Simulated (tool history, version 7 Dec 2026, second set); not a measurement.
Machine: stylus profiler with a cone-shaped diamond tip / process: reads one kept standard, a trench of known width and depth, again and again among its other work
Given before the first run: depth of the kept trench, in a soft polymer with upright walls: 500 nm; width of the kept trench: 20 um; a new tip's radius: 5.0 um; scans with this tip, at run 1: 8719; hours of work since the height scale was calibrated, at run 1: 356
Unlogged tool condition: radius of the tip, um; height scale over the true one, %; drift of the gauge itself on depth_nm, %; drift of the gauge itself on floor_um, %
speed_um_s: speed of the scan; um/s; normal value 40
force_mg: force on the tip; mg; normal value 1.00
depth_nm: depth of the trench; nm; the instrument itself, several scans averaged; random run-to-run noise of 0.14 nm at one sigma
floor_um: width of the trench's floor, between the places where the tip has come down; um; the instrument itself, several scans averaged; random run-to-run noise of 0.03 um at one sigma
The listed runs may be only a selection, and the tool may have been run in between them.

| run | hour | speed_um_s | force_mg | scans with this tip | hours of work since the height scale was calibrated | depth_nm | floor_um |
|---|---|---|---|---|---|---|---|
| 1 | 0.0 | 40 | 1.00 | 8719 | 356 | 502.87 | 13.76 |
| 2 | 41.2 | 40 | 1.00 | 8929 | 387 | 503.14 | 13.70 |
| 3 | 74.2 | 40 | 1.00 | 9096 | 411 | 503.07 | 13.69 |
| 4 | 136.1 | 40 | 1.00 | 9411 | 458 | 503.15 | 13.68 |
| 5 | 202.1 | 40 | 1.00 | 9746 | 507 | 503.51 | 13.63 |
| 6 | 264.2 | 40 | 1.00 | 10062 | 554 | 503.33 | 13.59 |
| 7 | 328.9 | 40 | 1.00 | 10391 | 603 | 503.46 | 13.47 |
| 8 | 372.3 | 40 | 1.00 | 10611 | 635 | 503.55 | 13.43 |
| 9 | 454.1 | 40 | 1.00 | 11028 | 697 | 503.28 | 13.34 |
| 10 | 500.6 | 40 | 1.00 | 11264 | 732 | 503.67 | 13.35 |
| 11 | 547.5 | 40 | 1.00 | 11502 | 767 | 503.31 | 13.31 |
| 12 | 613.1 | 40 | 1.00 | 11836 | 816 | 503.77 | 13.30 |
| 13 | 664.0 | 40 | 0.34 | 12094 | 854 | 502.51 | 13.04 |
| 14 | 740.9 | 65 | 2.39 | 12485 | 912 | 505.93 | 13.21 |
|  | 762.4 | height scale calibrated on a step standard |
| 15 | 784.1 | 40 | 0.88 | 12703 | 16 | 502.23 | 13.13 |
| 16 | 823.5 | 40 | 0.88 | 12903 | 46 | 502.20 | 13.14 |
| 17 | 883.8 | 40 | 0.88 | 13209 | 91 | 502.57 | 13.09 |
| 18 | 958.6 | 26 | 2.08 | 13590 | 147 | 504.17 | 13.10 |
| 19 | 1000.2 | 122 | 2.81 | 13801 | 179 | 505.26 | 12.81 |
| 20 | 1070.6 | 122 | 2.81 | 14159 | 232 | 505.40 | 12.74 |
| 21 | 1133.5 | 122 | 2.81 | 14479 | 279 | 505.20 | 12.73 |
| 22 | 1215.2 | 122 | 1.37 | 14894 | 340 | 503.61 | 12.51 |
| 23 | 1283.8 | 100 | 1.00 | 15243 | 392 | 502.65 | 12.40 |
| 24 | 1354.3 | 26 | 0.67 | 15601 | 445 | 502.69 | 12.78 |
| 25 | 1421.6 | 26 | 0.67 | 15943 | 495 | 502.75 | 12.76 |
| 26 | 1501.4 | 14 | 2.60 | 16349 | 555 | 505.41 | 12.82 |

How the hidden state differs across the entries between the runs, from the last listed run before each to the first after it:
Runs 14 to 15: height scale calibrated on a step standard (hour 762.4)
  radius of the tip, um: 11.06 -> 11.17; height scale over the true one, %: 0.26 -> -0.043
  what was measured, less what the result would be without the hidden state, depth_nm: +1.31 -> -0.22 nm; floor_um: -2.22 -> -2.25 um
